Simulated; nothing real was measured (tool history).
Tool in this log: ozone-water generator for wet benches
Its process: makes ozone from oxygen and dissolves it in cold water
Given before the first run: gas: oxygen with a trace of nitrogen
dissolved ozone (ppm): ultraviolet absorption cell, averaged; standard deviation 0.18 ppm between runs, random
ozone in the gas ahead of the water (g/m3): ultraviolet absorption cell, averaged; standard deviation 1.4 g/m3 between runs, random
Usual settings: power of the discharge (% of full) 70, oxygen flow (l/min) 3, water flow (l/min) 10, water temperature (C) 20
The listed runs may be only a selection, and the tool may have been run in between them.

run    hour  power of the discharge (% of full)  oxygen flow (l/min)  water flow (l/min)  water temperature (C)  dissolved ozone (ppm)  ozone in the gas ahead of the water (g/m3)
  1       0                                  70                    3                  10                     20                     23                                       260.2
  2   124.6                                  70                    3                  10                     20                   23.5                                       260.5
  3   198.9                                  70                 2.35                  10                     20                   22.1                                       279.8
  4   264.8                                  70                 2.35                  10                     20                   22.4                                       280.7
  5   356.6                                  70                    3                  14                     20                   17.8                                       257.7
  6   423.4                                  70                    3                  14                     20                   17.7                                       261.6
  7   499.8                                  70                    3                  10                     20                   23.4                                       257.6
  8   555.7                                  70                    3                  10                     20                   23.3                                       260.7
  9   648.3                                  70                    3                  10                     20                     23                                         258
 10   728.2                                  70                    3                  10                     20                   23.4                                       260.1
 11   859.8                                  70                    3                  10                     20                   23.2                                         259
 12   947.3                                  42                    3                  10                     20                     15                                       168.7
 13  1009.4                                  70                    3                  10                     20                   22.8                                       255.5
 14  1095.8                                  70                    3                  10                     20                   22.7                                       258.4
 15  1204.7                                  70                    3                  10                     20                     23                                       258.8
 16  1300.2                                  70                    3                  10                     20                   22.5                                       256.2
 17  1375.6                                  70                    3                  10                     20                   22.9                                         259
 18  1483.9                                  47                 5.36                  10                     19                   17.8                                       152.8
 19  1555.2                                  78                    3                   8                     14                   31.9                                       280.3
     1566.7  -- water thermometer calibrated
 20  1688.5                                  63                    3                   9                     17                   23.4                                       232.8
 21  1759.5                                  70                 1.66                  10                     20                   19.8                                       308.6
 22  1822.5                                  56                 1.61                   6                     21                   24.3                                       262.1
 23  1959.9                                  43                 4.53                  14                     17                   13.2                                         149
 24  2034.7                                  70                    3                  10                     19                   23.2                                       258.5
     2151.1  -- water thermometer calibrated, once more
 25    2170                                  70                    3                  10                     19                     23                                       256.5
 26  2285.7                                  70                    3                  10                     19                   22.9                                       253.9
 27  2375.3                                  70                    3                  15                     21                   16.6                                       255.6
     2453.6  -- contactor cleaned
 28  2518.6                                  70                 1.66                  15                     21                   13.9                                       307.5
 29  2599.9                                  70                 1.66                  15                     21                   13.6                                       308.3
 30  2656.8                                  94                 1.85                  10                     20                   26.5                                       375.6
 31  2788.4                                  51                 1.85                   7                     20                   21.5                                       231.6
 32  2880.6                                  97                 2.01                  14                     20                   21.1                                         379

What if the next run were any one of these 3? Each begins from the tool's condition after run 32:
  A  2946.8                                  70                    3                  10                     13                      ?                                           ?
  B  2946.8                                  97                 2.01                  11                     20                      ?                                           ?
  C  2946.8                                  70                    3                  10                     20                      ?                                           ?

run  dissolved ozone (ppm)  ozone in the gas ahead of the water (g/m3)
  A                   25.8                                       253.6
  B                     26                                       377.8
  C                   23.3                                       255.4
Without the tool's unlogged condition, the same runs would have read:
run  dissolved ozone (ppm)  ozone in the gas ahead of the water (g/m3)
  A                   27.4                                       267.2
  B                     28                                       403.8
  C                   24.8                                       269.1

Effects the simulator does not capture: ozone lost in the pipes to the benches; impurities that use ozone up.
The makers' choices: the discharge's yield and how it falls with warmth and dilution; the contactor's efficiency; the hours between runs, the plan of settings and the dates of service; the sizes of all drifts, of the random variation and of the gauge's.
